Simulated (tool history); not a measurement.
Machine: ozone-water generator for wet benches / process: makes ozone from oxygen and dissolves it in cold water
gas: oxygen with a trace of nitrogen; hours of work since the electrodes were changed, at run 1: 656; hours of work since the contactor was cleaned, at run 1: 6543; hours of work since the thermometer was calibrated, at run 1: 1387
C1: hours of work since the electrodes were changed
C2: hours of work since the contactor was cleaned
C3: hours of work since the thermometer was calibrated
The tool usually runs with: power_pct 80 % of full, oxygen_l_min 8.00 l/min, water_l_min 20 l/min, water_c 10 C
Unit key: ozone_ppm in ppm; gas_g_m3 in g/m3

run 1 hour=0.0 | power_pct=80 oxygen_l_min=8.00 water_l_min=20 water_c=10 | C1=656 C2=6543 C3=1387 | ozone_ppm=40.3 gas_g_m3=253.0
run 2 hour=20.0 | power_pct=80 oxygen_l_min=8.00 water_l_min=20 water_c=10 | C1=673 C2=6560 C3=1405 | ozone_ppm=40.3 gas_g_m3=253.2
run 3 hour=48.7 | power_pct=80 oxygen_l_min=8.00 water_l_min=20 water_c=10 | C1=698 C2=6586 C3=1430 | ozone_ppm=40.9 gas_g_m3=252.2
run 4 hour=83.2 | power_pct=80 oxygen_l_min=8.00 water_l_min=20 water_c=10 | C1=729 C2=6616 C3=1460 | ozone_ppm=40.6 gas_g_m3=252.0
run 5 hour=118.9 | power_pct=80 oxygen_l_min=8.00 water_l_min=20 water_c=10 | C1=760 C2=6647 C3=1492 | ozone_ppm=40.2 gas_g_m3=252.0
run 6 hour=152.2 | power_pct=80 oxygen_l_min=8.00 water_l_min=20 water_c=10 | C1=789 C2=6677 C3=1521 | ozone_ppm=40.5 gas_g_m3=253.9
run 7 hour=178.2 | power_pct=80 oxygen_l_min=5.15 water_l_min=20 water_c=10 | C1=812 C2=6699 C3=1544 | ozone_ppm=40.9 gas_g_m3=325.1
run 8 hour=221.4 | power_pct=80 oxygen_l_min=5.15 water_l_min=20 water_c=10 | C1=850 C2=6737 C3=1582 | ozone_ppm=41.1 gas_g_m3=326.7
run 9 hour=240.4 | power_pct=80 oxygen_l_min=8.00 water_l_min=20 water_c=10 | C1=867 C2=6754 C3=1599 | ozone_ppm=39.8 gas_g_m3=253.7
run 10 hour=273.2 | power_pct=80 oxygen_l_min=8.00 water_l_min=20 water_c=10 | C1=896 C2=6783 C3=1627 | ozone_ppm=40.2 gas_g_m3=250.4
run 11 hour=293.6 | power_pct=80 oxygen_l_min=8.00 water_l_min=20 water_c=10 | C1=914 C2=6801 C3=1645 | ozone_ppm=40.1 gas_g_m3=250.4
run 12 hour=335.0 | power_pct=80 oxygen_l_min=8.00 water_l_min=20 water_c=10 | C1=950 C2=6837 C3=1682 | ozone_ppm=40.4 gas_g_m3=251.1
run 13 hour=368.7 | power_pct=80 oxygen_l_min=8.00 water_l_min=18 water_c=10 | C1=980 C2=6867 C3=1711 | ozone_ppm=44.0 gas_g_m3=251.9
run 14 hour=396.9 | power_pct=80 oxygen_l_min=8.00 water_l_min=18 water_c=10 | C1=1005 C2=6892 C3=1736 | ozone_ppm=43.9 gas_g_m3=248.6
run 15 hour=432.3 | power_pct=80 oxygen_l_min=8.00 water_l_min=18 water_c=10 | C1=1036 C2=6923 C3=1767 | ozone_ppm=42.8 gas_g_m3=248.5
run 16 hour=468.0 | power_pct=80 oxygen_l_min=8.00 water_l_min=18 water_c=10 | C1=1067 C2=6954 C3=1799 | ozone_ppm=43.2 gas_g_m3=249.0
run 17 hour=511.2 | power_pct=61 oxygen_l_min=6.67 water_l_min=20 water_c=10 | C1=1105 C2=6992 C3=1837 | ozone_ppm=33.4 gas_g_m3=232.1
run 18 hour=539.8 | power_pct=61 oxygen_l_min=6.67 water_l_min=20 water_c=10 | C1=1130 C2=7017 C3=1862 | ozone_ppm=33.6 gas_g_m3=230.4
run 19 hour=580.4 | power_pct=80 oxygen_l_min=10.19 water_l_min=20 water_c=9 | C1=1166 C2=7053 C3=1898 | ozone_ppm=39.4 gas_g_m3=215.7
-- hour=583.0 water thermometer calibrated
run 20 hour=625.0 | power_pct=80 oxygen_l_min=5.21 water_l_min=19 water_c=10 | C1=1205 C2=7092 C3=37 | ozone_ppm=42.3 gas_g_m3=320.2
run 21 hour=655.1 | power_pct=51 oxygen_l_min=8.00 water_l_min=12 water_c=10 | C1=1231 C2=7118 C3=63 | ozone_ppm=41.9 gas_g_m3=184.4
-- hour=667.4 water thermometer calibrated, once more
run 22 hour=679.1 | power_pct=68 oxygen_l_min=5.21 water_l_min=25 water_c=6 | C1=1252 C2=7139 C3=10 | ozone_ppm=30.1 gas_g_m3=286.5
run 23 hour=700.3 | power_pct=40 oxygen_l_min=11.70 water_l_min=15 water_c=16 | C1=1270 C2=7158 C3=29 | ozone_ppm=25.0 gas_g_m3=124.9
run 24 hour=730.0 | power_pct=40 oxygen_l_min=11.70 water_l_min=15 water_c=16 | C1=1297 C2=7184 C3=55 | ozone_ppm=25.2 gas_g_m3=124.2
run 25 hour=750.2 | power_pct=40 oxygen_l_min=11.70 water_l_min=15 water_c=16 | C1=1314 C2=7202 C3=73 | ozone_ppm=25.2 gas_g_m3=123.0
run 26 hour=793.4 | power_pct=51 oxygen_l_min=8.37 water_l_min=17 water_c=12 | C1=1352 C2=7239 C3=111 | ozone_ppm=32.0 gas_g_m3=177.8
run 27 hour=816.6 | power_pct=51 oxygen_l_min=12.64 water_l_min=13 water_c=12 | C1=1373 C2=7260 C3=131 | ozone_ppm=34.4 gas_g_m3=139.7
run 28 hour=837.8 | power_pct=51 oxygen_l_min=12.64 water_l_min=13 water_c=12 | C1=1391 C2=7279 C3=150 | ozone_ppm=33.7 gas_g_m3=139.6
run 29 hour=882.1 | power_pct=88 oxygen_l_min=12.64 water_l_min=25 water_c=17 | C1=1430 C2=7318 C3=189 | ozone_ppm=29.7 gas_g_m3=201.2
run 30 hour=917.7 | power_pct=54 oxygen_l_min=8.20 water_l_min=22 water_c=10 | C1=1462 C2=7349 C3=220 | ozone_ppm=27.7 gas_g_m3=186.4
run 31 hour=955.9 | power_pct=54 oxygen_l_min=8.20 water_l_min=22 water_c=10 | C1=1495 C2=7382 C3=254 | ozone_ppm=27.8 gas_g_m3=186.3
run 32 hour=976.3 | power_pct=54 oxygen_l_min=8.20 water_l_min=22 water_c=10 | C1=1513 C2=7400 C3=272 | ozone_ppm=28.0 gas_g_m3=187.3

3 options for the next run, each taken on its own from the tool as it stands now. Forecast them:
run A hour=1010.4 | power_pct=57 oxygen_l_min=8.00 water_l_min=14 water_c=10 | C1=1543 C2=7430 C3=302 | ozone_ppm=? gas_g_m3=?
run B hour=1010.4 | power_pct=80 oxygen_l_min=14.19 water_l_min=26 water_c=9 | C1=1543 C2=7430 C3=302 | ozone_ppm=? gas_g_m3=?
run C hour=1010.4 | power_pct=65 oxygen_l_min=10.80 water_l_min=20 water_c=12 | C1=1543 C2=7430 C3=302 | ozone_ppm=? gas_g_m3=?

run=A ozone_ppm=40.8 gas_g_m3=195.5
run=B ozone_ppm=30.3 gas_g_m3=175.8
run=C ozone_ppm=32.0 gas_g_m3=178.2
Stripped of hidden state, with their random variation kept, the same runs would have yielded:
run=A ozone_ppm=44.1 gas_g_m3=201.7
run=B ozone_ppm=34.2 gas_g_m3=182.9
run=C ozone_ppm=35.4 gas_g_m3=184.4
